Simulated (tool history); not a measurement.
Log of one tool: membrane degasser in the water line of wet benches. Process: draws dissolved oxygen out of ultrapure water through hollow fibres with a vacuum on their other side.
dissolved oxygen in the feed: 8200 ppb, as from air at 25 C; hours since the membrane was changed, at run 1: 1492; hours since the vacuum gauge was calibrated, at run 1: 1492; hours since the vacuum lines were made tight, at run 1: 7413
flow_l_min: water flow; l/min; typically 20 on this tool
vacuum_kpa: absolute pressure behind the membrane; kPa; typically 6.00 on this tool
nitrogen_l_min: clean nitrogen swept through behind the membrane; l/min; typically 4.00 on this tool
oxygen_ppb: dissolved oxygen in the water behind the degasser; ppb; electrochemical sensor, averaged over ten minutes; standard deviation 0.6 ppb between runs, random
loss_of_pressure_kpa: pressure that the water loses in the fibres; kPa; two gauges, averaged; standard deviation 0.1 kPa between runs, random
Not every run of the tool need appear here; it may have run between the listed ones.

run,day,flow_l_min,vacuum_kpa,nitrogen_l_min,hours since the membrane was changed,hours since the vacuum gauge was calibrated,hours since the vacuum lines were made tight,oxygen_ppb,loss_of_pressure_kpa
1,0.000,20,6.00,4.00,1492,1492,7413,58.2,30.28
2,4.692,20,6.00,3.14,1605,1605,7525,65.5,30.44
3,9.708,20,6.00,3.14,1725,1725,7646,65.9,30.31
4,13.375,20,6.00,4.00,1813,1813,7734,57.1,30.28
5,16.212,20,6.00,4.00,1882,1882,7802,54.8,30.44
6,19.638,20,6.00,4.00,1964,1964,7884,57.1,30.40
7,22.479,20,6.00,4.00,2032,2032,7952,57.1,30.19
8,27.512,20,6.00,4.00,2153,2153,8073,57.3,30.34
9,33.192,22,6.00,4.00,2289,2289,8209,66.5,33.41
10,37.133,17,6.00,4.00,2384,2384,8304,42.9,25.73
11,40.108,17,6.00,4.00,2455,2455,8375,43.3,25.83
12,45.017,17,6.00,4.00,2573,2573,8493,41.8,25.80
13,47.825,17,6.00,4.00,2640,2640,8560,41.9,25.82
14,53.433,15,6.93,4.00,2775,2775,8695,42.7,22.79
15,57.858,15,6.93,4.00,2881,2881,8801,42.3,22.79
16,63.054,15,6.93,4.00,3006,3006,8926,43.2,22.78
17,67.217,14,11.47,2.68,3106,3106,9026,110.2,21.25
18,72.604,20,6.00,2.59,3235,3235,9155,74.1,30.32
19,77.383,14,6.00,2.25,3350,3350,9270,49.3,21.22
20,80.196,14,4.27,1.87,3417,3417,9337,26.3,21.37
21,82.796,16,6.00,9.87,3480,3480,9400,22.4,24.18
22,86.196,14,6.00,2.28,3561,3561,9481,48.1,21.23
# day 88.817: vacuum gauge calibrated
23,88.821,20,7.83,5.94,3624,0,9544,60.8,30.38
24,94.200,15,3.76,3.10,3753,129,9673,15.3,23.00
25,98.500,15,3.76,3.10,3856,232,9776,15.1,22.67

Consider 4 possible next runs. They are alternatives, not a sequence: every one starts from the tool as it was left by run 25. What does each give?
A,102.604,16,7.18,3.33,3954,331,9875,?,?
B,102.604,20,6.09,11.28,3954,331,9875,?,?
C,102.604,15,13.68,4.82,3954,331,9875,?,?
D,102.604,15,4.50,3.10,3954,331,9875,?,?

run,oxygen_ppb,loss_of_pressure_kpa
A,57.8,24.27
B,36.5,30.37
C,90.4,22.67
D,24.2,22.76
Stripped of hidden state, with their random variation kept, the same runs would have yielded:
run,oxygen_ppb,loss_of_pressure_kpa
A,57.6,24.26
B,36.4,30.36
C,90.2,22.66
D,24.1,22.75
